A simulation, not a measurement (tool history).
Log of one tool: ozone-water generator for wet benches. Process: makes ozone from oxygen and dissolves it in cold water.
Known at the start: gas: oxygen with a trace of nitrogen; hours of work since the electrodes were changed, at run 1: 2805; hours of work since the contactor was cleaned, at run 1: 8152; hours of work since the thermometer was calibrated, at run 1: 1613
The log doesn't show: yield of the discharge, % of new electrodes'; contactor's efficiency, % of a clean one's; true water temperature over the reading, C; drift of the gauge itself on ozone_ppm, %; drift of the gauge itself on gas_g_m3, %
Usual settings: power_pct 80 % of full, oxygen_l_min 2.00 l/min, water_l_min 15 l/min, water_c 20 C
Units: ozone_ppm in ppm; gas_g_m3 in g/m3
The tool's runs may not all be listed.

run    hour  power_pct  oxygen_l_min  water_l_min  water_c  hours of work since the electrodes were changed  hours of work since the contactor was cleaned  hours of work since the thermometer was calibrated  ozone_ppm  gas_g_m3
  1     0.0         80          2.00           15       20                                             2805                                           8152                                                1613       13.8     199.1
  2   133.6         80          2.00           15       20                                             2921                                           8267                                                1729       14.1     201.1
  3   228.5         80          2.00           14       20                                             3002                                           8349                                                1810       15.2     202.3
  4   364.9         80          2.00           15       20                                             3120                                           8466                                                1928       14.0     203.2
  5   494.8         80          2.00           15       20                                             3232                                           8578                                                2040       13.9     202.9
  6   576.0         80          2.00           15       20                                             3302                                           8648                                                2110       13.7     202.1
  7   725.7         80          2.00           15       20                                             3431                                           8778                                                2239       14.0     201.9
  8   892.1         80          2.00           15       20                                             3575                                           8921                                                2383       14.1     203.2
  9  1020.8         63          2.00           15       20                                             3686                                           9032                                                2494       11.4     168.2
 10  1099.5         63          2.00           15       20                                             3753                                           9100                                                2562       11.6     168.4
 11  1207.2         63          2.00           15       20                                             3846                                           9193                                                2654       11.6     167.4
 12  1377.1         63          2.00           15       20                                             3993                                           9339                                                2801       11.7     168.8
 13  1479.8         63          2.00           15       20                                             4082                                           9428                                                2890       11.6     167.9
     1588.4  -- contactor cleaned
 14  1597.8         80          2.00           15       20                                             4180                                              8                                                2988       14.0     204.8
 15  1732.3         80          2.00           15       20                                             4296                                            124                                                3104       14.1     205.3
 16  1853.6         80          2.00           15       20                                             4400                                            229                                                3208       14.1     203.5
 17  1974.8         80          2.00           15       20                                             4505                                            333                                                3313       13.8     204.0
 18  2106.6         80          2.00           15       26                                             4619                                            447                                                3427       13.0     205.0
 19  2198.0         80          2.00           15       26                                             4697                                            526                                                3505       13.1     205.3
 20  2291.2         42          1.31           15       20                                             4778                                            606                                                3586        7.6     151.6
     2404.1  -- gauge calibrated
 21  2440.5         43          1.14           15       20                                             4907                                            735                                                3715        7.5     160.6
 22  2585.7         84          2.74           15       20                                             5032                                            860                                                3840       15.5     180.1
 23  2695.0         84          1.02           15       20                                             5126                                            954                                                3934       12.0     290.7
 24  2792.3         46          2.82           14       27                                             5210                                           1038                                                4018        9.4     110.8
 25  2935.7         46          2.82           14       27                                             5334                                           1162                                                4142        9.4     110.3
 26  3048.2         46          2.82           14       27                                             5431                                           1259                                                4239        9.5     110.6
 27  3191.1         46          2.82           14       27                                             5554                                           1382                                                4362        9.3     111.0
 28  3334.5         80          2.00            9       14                                             5678                                           1506                                                4486       24.4     202.7
 29  3445.9         80          2.00            9       14                                             5774                                           1602                                                4582       24.3     203.7
 30  3554.5         80          1.58           15       16                                             5867                                           1696                                                4675       14.0     225.7
 31  3714.9         80          1.58           15       16                                             6006                                           1834                                                4814       13.6     229.1
 32  3887.2         80          1.58           15       16                                             6154                                           1982                                                4962       13.6     228.7

Hidden state or all else? Some run-to-run changes of gas_g_m3, split into what the settings, what came in and random variation would give without the hidden state, and what is left for the hidden state (with any gauge scatter that isn't in both results):
Run 13 -> 14: power_pct 63 -> 80, contactor cleaned. gas_g_m3 +36.9 g/m3: hidden state +0.9, all else +36.0.
Run 19 -> 20: power_pct 80 -> 42, oxygen_l_min 2.00 -> 1.31, water_c 26 -> 20. gas_g_m3 -53.7 g/m3: hidden state -1.1, all else -52.6.
Run 20 -> 21: power_pct 42 -> 43, oxygen_l_min 1.31 -> 1.14, gauge calibrated. gas_g_m3 +9.0 g/m3: hidden state -3.9, all else +12.9.
Run 22 -> 23: oxygen_l_min 2.74 -> 1.02. gas_g_m3 +110.6 g/m3: hidden state +0.4, all else +110.2.
Run 23 -> 24: power_pct 84 -> 46, oxygen_l_min 1.02 -> 2.82, water_l_min 15 -> 14, water_c 20 -> 27. gas_g_m3 -179.9 g/m3: hidden state -0.2, all else -179.7.
Run 27 -> 28: power_pct 46 -> 80, oxygen_l_min 2.82 -> 2.00, water_l_min 14 -> 9, water_c 27 -> 14. gas_g_m3 +91.7 g/m3: hidden state +0.9, all else +90.8.
